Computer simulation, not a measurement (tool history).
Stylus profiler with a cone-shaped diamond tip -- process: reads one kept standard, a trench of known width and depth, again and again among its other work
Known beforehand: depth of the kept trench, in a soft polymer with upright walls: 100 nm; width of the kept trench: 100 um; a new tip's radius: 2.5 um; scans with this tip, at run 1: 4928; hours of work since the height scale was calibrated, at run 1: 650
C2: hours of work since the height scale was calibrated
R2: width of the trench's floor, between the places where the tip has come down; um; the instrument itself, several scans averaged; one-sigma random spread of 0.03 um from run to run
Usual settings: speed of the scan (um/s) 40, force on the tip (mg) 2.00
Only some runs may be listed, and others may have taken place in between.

run 1 hour=0.0 | speed_of_the_scan_(um/s)=40 force_on_the_tip_(mg)=2.00 | scans_with_this_tip=4928 C2=650 | depth_of_the_trench_(nm)=101.07 R2=98.36
run 2 hour=54.6 | speed_of_the_scan_(um/s)=40 force_on_the_tip_(mg)=2.00 | scans_with_this_tip=5105 C2=673 | depth_of_the_trench_(nm)=101.08 R2=98.36
run 3 hour=129.4 | speed_of_the_scan_(um/s)=40 force_on_the_tip_(mg)=2.00 | scans_with_this_tip=5347 C2=705 | depth_of_the_trench_(nm)=101.02 R2=98.33
run 4 hour=163.6 | speed_of_the_scan_(um/s)=40 force_on_the_tip_(mg)=2.00 | scans_with_this_tip=5458 C2=720 | depth_of_the_trench_(nm)=101.11 R2=98.29
run 5 hour=227.2 | speed_of_the_scan_(um/s)=11 force_on_the_tip_(mg)=2.00 | scans_with_this_tip=5664 C2=747 | depth_of_the_trench_(nm)=101.03 R2=98.49
run 6 hour=274.6 | speed_of_the_scan_(um/s)=11 force_on_the_tip_(mg)=2.00 | scans_with_this_tip=5818 C2=767 | depth_of_the_trench_(nm)=101.09 R2=98.60
run 7 hour=341.9 | speed_of_the_scan_(um/s)=40 force_on_the_tip_(mg)=2.00 | scans_with_this_tip=6036 C2=796 | depth_of_the_trench_(nm)=101.04 R2=98.36
-- hour=353.5 height scale calibrated on a step standard
run 8 hour=419.4 | speed_of_the_scan_(um/s)=40 force_on_the_tip_(mg)=2.00 | scans_with_this_tip=6285 C2=28 | depth_of_the_trench_(nm)=101.13 R2=98.34
run 9 hour=456.9 | speed_of_the_scan_(um/s)=40 force_on_the_tip_(mg)=2.00 | scans_with_this_tip=6407 C2=44 | depth_of_the_trench_(nm)=101.06 R2=98.30
run 10 hour=516.8 | speed_of_the_scan_(um/s)=40 force_on_the_tip_(mg)=2.44 | scans_with_this_tip=6601 C2=70 | depth_of_the_trench_(nm)=101.22 R2=98.36
run 11 hour=572.3 | speed_of_the_scan_(um/s)=40 force_on_the_tip_(mg)=2.44 | scans_with_this_tip=6781 C2=93 | depth_of_the_trench_(nm)=101.27 R2=98.34
run 12 hour=610.5 | speed_of_the_scan_(um/s)=77 force_on_the_tip_(mg)=2.44 | scans_with_this_tip=6904 C2=110 | depth_of_the_trench_(nm)=101.21 R2=98.15
run 13 hour=669.7 | speed_of_the_scan_(um/s)=77 force_on_the_tip_(mg)=2.44 | scans_with_this_tip=7096 C2=135 | depth_of_the_trench_(nm)=101.22 R2=98.12
run 14 hour=706.8 | speed_of_the_scan_(um/s)=77 force_on_the_tip_(mg)=2.44 | scans_with_this_tip=7216 C2=151 | depth_of_the_trench_(nm)=101.21 R2=98.16
run 15 hour=770.2 | speed_of_the_scan_(um/s)=77 force_on_the_tip_(mg)=2.44 | scans_with_this_tip=7422 C2=178 | depth_of_the_trench_(nm)=101.22 R2=98.10
run 16 hour=814.3 | speed_of_the_scan_(um/s)=100 force_on_the_tip_(mg)=2.44 | scans_with_this_tip=7565 C2=197 | depth_of_the_trench_(nm)=101.24 R2=98.01
run 17 hour=870.2 | speed_of_the_scan_(um/s)=100 force_on_the_tip_(mg)=2.44 | scans_with_this_tip=7746 C2=221 | depth_of_the_trench_(nm)=101.25 R2=98.04
run 18 hour=915.6 | speed_of_the_scan_(um/s)=100 force_on_the_tip_(mg)=2.44 | scans_with_this_tip=7893 C2=240 | depth_of_the_trench_(nm)=101.21 R2=97.96
run 19 hour=953.6 | speed_of_the_scan_(um/s)=100 force_on_the_tip_(mg)=2.44 | scans_with_this_tip=8016 C2=256 | depth_of_the_trench_(nm)=101.19 R2=98.05
run 20 hour=1026.9 | speed_of_the_scan_(um/s)=40 force_on_the_tip_(mg)=1.20 | scans_with_this_tip=8254 C2=288 | depth_of_the_trench_(nm)=100.67 R2=98.22
run 21 hour=1103.1 | speed_of_the_scan_(um/s)=40 force_on_the_tip_(mg)=1.20 | scans_with_this_tip=8501 C2=320 | depth_of_the_trench_(nm)=100.76 R2=98.23
run 22 hour=1179.0 | speed_of_the_scan_(um/s)=46 force_on_the_tip_(mg)=1.20 | scans_with_this_tip=8747 C2=353 | depth_of_the_trench_(nm)=100.73 R2=98.20
run 23 hour=1213.0 | speed_of_the_scan_(um/s)=46 force_on_the_tip_(mg)=1.20 | scans_with_this_tip=8857 C2=367 | depth_of_the_trench_(nm)=100.73 R2=98.19
run 24 hour=1257.9 | speed_of_the_scan_(um/s)=46 force_on_the_tip_(mg)=1.20 | scans_with_this_tip=9002 C2=386 | depth_of_the_trench_(nm)=100.74 R2=98.24
run 25 hour=1291.4 | speed_of_the_scan_(um/s)=46 force_on_the_tip_(mg)=1.20 | scans_with_this_tip=9111 C2=401 | depth_of_the_trench_(nm)=100.74 R2=98.20
run 26 hour=1357.4 | speed_of_the_scan_(um/s)=69 force_on_the_tip_(mg)=1.13 | scans_with_this_tip=9325 C2=429 | depth_of_the_trench_(nm)=100.67 R2=97.97
run 27 hour=1405.4 | speed_of_the_scan_(um/s)=59 force_on_the_tip_(mg)=1.60 | scans_with_this_tip=9480 C2=449 | depth_of_the_trench_(nm)=100.90 R2=98.15
run 28 hour=1451.9 | speed_of_the_scan_(um/s)=59 force_on_the_tip_(mg)=1.60 | scans_with_this_tip=9631 C2=469 | depth_of_the_trench_(nm)=100.90 R2=98.19
run 29 hour=1492.6 | speed_of_the_scan_(um/s)=12 force_on_the_tip_(mg)=2.80 | scans_with_this_tip=9763 C2=487 | depth_of_the_trench_(nm)=101.34 R2=98.53
run 30 hour=1567.1 | speed_of_the_scan_(um/s)=12 force_on_the_tip_(mg)=2.80 | scans_with_this_tip=10004 C2=519 | depth_of_the_trench_(nm)=101.33 R2=98.51
run 31 hour=1607.9 | speed_of_the_scan_(um/s)=53 force_on_the_tip_(mg)=1.66 | scans_with_this_tip=10137 C2=536 | depth_of_the_trench_(nm)=100.94 R2=98.16
run 32 hour=1679.4 | speed_of_the_scan_(um/s)=31 force_on_the_tip_(mg)=1.20 | scans_with_this_tip=10368 C2=567 | depth_of_the_trench_(nm)=100.72 R2=98.31
run 33 hour=1750.5 | speed_of_the_scan_(um/s)=59 force_on_the_tip_(mg)=5.32 | scans_with_this_tip=10599 C2=597 | depth_of_the_trench_(nm)=102.03 R2=98.37
run 34 hour=1790.4 | speed_of_the_scan_(um/s)=85 force_on_the_tip_(mg)=1.80 | scans_with_this_tip=10728 C2=614 | depth_of_the_trench_(nm)=101.03 R2=97.98
run 35 hour=1862.6 | speed_of_the_scan_(um/s)=85 force_on_the_tip_(mg)=1.80 | scans_with_this_tip=10962 C2=645 | depth_of_the_trench_(nm)=100.94 R2=97.99
run 36 hour=1909.8 | speed_of_the_scan_(um/s)=85 force_on_the_tip_(mg)=3.18 | scans_with_this_tip=11115 C2=665 | depth_of_the_trench_(nm)=101.41 R2=98.19
run 37 hour=1980.6 | speed_of_the_scan_(um/s)=40 force_on_the_tip_(mg)=1.64 | scans_with_this_tip=11345 C2=695 | depth_of_the_trench_(nm)=100.97 R2=98.31
run 38 hour=2042.0 | speed_of_the_scan_(um/s)=40 force_on_the_tip_(mg)=1.64 | scans_with_this_tip=11543 C2=722 | depth_of_the_trench_(nm)=100.88 R2=98.32
run 39 hour=2101.1 | speed_of_the_scan_(um/s)=13 force_on_the_tip_(mg)=3.81 | scans_with_this_tip=11735 C2=747 | depth_of_the_trench_(nm)=101.66 R2=98.53
run 40 hour=2166.4 | speed_of_the_scan_(um/s)=13 force_on_the_tip_(mg)=3.81 | scans_with_this_tip=11947 C2=775 | depth_of_the_trench_(nm)=101.66 R2=98.46
-- hour=2229.7 height scale calibrated on a step standard
run 41 hour=2229.7 | speed_of_the_scan_(um/s)=45 force_on_the_tip_(mg)=4.49 | scans_with_this_tip=12150 C2=0 | depth_of_the_trench_(nm)=101.82 R2=98.40
run 42 hour=2296.8 | speed_of_the_scan_(um/s)=11 force_on_the_tip_(mg)=5.26 | scans_with_this_tip=12368 C2=29 | depth_of_the_trench_(nm)=102.04 R2=98.52
run 43 hour=2369.8 | speed_of_the_scan_(um/s)=45 force_on_the_tip_(mg)=4.81 | scans_with_this_tip=12604 C2=60 | depth_of_the_trench_(nm)=101.94 R2=98.36
run 44 hour=2415.8 | speed_of_the_scan_(um/s)=20 force_on_the_tip_(mg)=0.82 | scans_with_this_tip=12753 C2=80 | depth_of_the_trench_(nm)=100.56 R2=98.38
run 45 hour=2455.9 | speed_of_the_scan_(um/s)=12 force_on_the_tip_(mg)=2.56 | scans_with_this_tip=12883 C2=97 | depth_of_the_trench_(nm)=101.26 R2=98.48
run 46 hour=2525.6 | speed_of_the_scan_(um/s)=12 force_on_the_tip_(mg)=2.56 | scans_with_this_tip=13109 C2=126 | depth_of_the_trench_(nm)=101.21 R2=98.52

Table of differences, measured result less the result of that run with no hidden state. Run-to-run variation is the same in both. Gauge scatter possibly is not:
The tool's hidden condition here consists of: radius of the tip, um; height scale over the true one, %; drift of the gauge itself on depth_nm, %; drift of the gauge itself on floor_um, %.
run=1 R2=-0.01
run=2 R2=-0.01
run=3 R2=-0.01
run=4 R2=-0.01
run=5 R2=-0.01
run=6 R2=-0.01
run=7 R2=-0.01
run=8 R2=-0.01
run=9 R2=-0.01
run=10 R2=-0.01
run=11 R2=-0.01
run=12 R2=-0.01
run=13 R2=-0.01
run=14 R2=-0.01
run=15 R2=-0.01
run=16 R2=-0.01
run=17 R2=-0.01
run=18 R2=-0.01
run=19 R2=-0.01
run=20 R2=-0.01
run=21 R2=-0.01
run=22 R2=-0.01
run=23 R2=-0.02
run=24 R2=-0.01
run=25 R2=-0.01
run=26 R2=-0.01
run=27 R2=-0.02
run=28 R2=-0.01
run=29 R2=-0.01
run=30 R2=-0.02
run=31 R2=-0.02
run=32 R2=-0.02
run=33 R2=-0.01
run=34 R2=-0.02
run=35 R2=-0.02
run=36 R2=-0.02
run=37 R2=-0.01
run=38 R2=-0.02
run=39 R2=-0.02
run=40 R2=-0.01
run=41 R2=-0.02
run=42 R2=-0.02
run=43 R2=-0.02
run=44 R2=-0.02
run=45 R2=-0.03
run=46 R2=-0.02
depth of the trench (nm) without the hidden state stays within 0.01 of what was measured, in all runs.
